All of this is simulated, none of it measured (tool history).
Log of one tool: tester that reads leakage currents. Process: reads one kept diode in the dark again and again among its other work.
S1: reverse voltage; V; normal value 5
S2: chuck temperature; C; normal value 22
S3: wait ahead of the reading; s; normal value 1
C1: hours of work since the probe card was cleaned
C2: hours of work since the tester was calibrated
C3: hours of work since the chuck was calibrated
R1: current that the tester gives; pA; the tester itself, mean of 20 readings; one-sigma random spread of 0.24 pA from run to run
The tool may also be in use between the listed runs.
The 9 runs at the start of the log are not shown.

run,hour,S1,S2,S3,C1,C2,C3,R1
10,1686.5,5,22,1,2337,1249,505,102.74
11,1819,5,22,1,2436,1347,603,102.92
# hour 1852.9: probe card cleaned and baked
12,2064.6,5,22,1,157,1527,783,102.79
13,2331.3,5,22,1,355,1725,981,102.93
14,2483.9,2.93,22,1,468,1838,1094,77.27
15,2600.3,2.93,22,1,554,1925,1180,77.36
# hour 2760.5: chuck's temperature calibrated
16,2819.7,2.93,22,1,715,2086,44,77.37
17,2966.2,2.93,22,1,824,2194,152,77.41
18,3228.6,2.93,22,1,1019,2389,347,77.58
19,3347,5,22,2.56,1106,2477,435,102.79
20,3527.8,5,22,2.56,1241,2611,569,103.02
21,3799.9,2.09,50,0.75,1442,2813,771,795.11
22,3913.1,2.02,22,1.22,1526,2897,855,63.52
# hour 4050: tester calibrated
23,4140.6,2.02,59,1.56,1694,67,1022,1606.8
24,4323.8,5,45,0.32,1829,203,1158,836.09
25,4500.1,3.32,24,4.16,1960,334,1288,100.2
# hour 4514.4: chuck's temperature calibrated
26,4637.2,5.01,33,5.45,2060,434,91,290.99
27,4751.8,5.01,33,5.45,2145,519,176,290.77
28,5030.7,10.17,48,1,2352,726,383,1564.26
29,5150.6,6.05,54,5.35,2441,815,472,1940.11
# hour 5178.9: probe card cleaned and baked
30,5404.1,4.04,23,5.35,167,1000,658,101.13

Run 31 has not been measured yet. What should we expect?
31,5569.3,4.04,23,5.35,289,1123,780,?

R1: 100.84 pA
The same run, on a tool lacking any hidden state, would have yielded R1 100.91 pA.

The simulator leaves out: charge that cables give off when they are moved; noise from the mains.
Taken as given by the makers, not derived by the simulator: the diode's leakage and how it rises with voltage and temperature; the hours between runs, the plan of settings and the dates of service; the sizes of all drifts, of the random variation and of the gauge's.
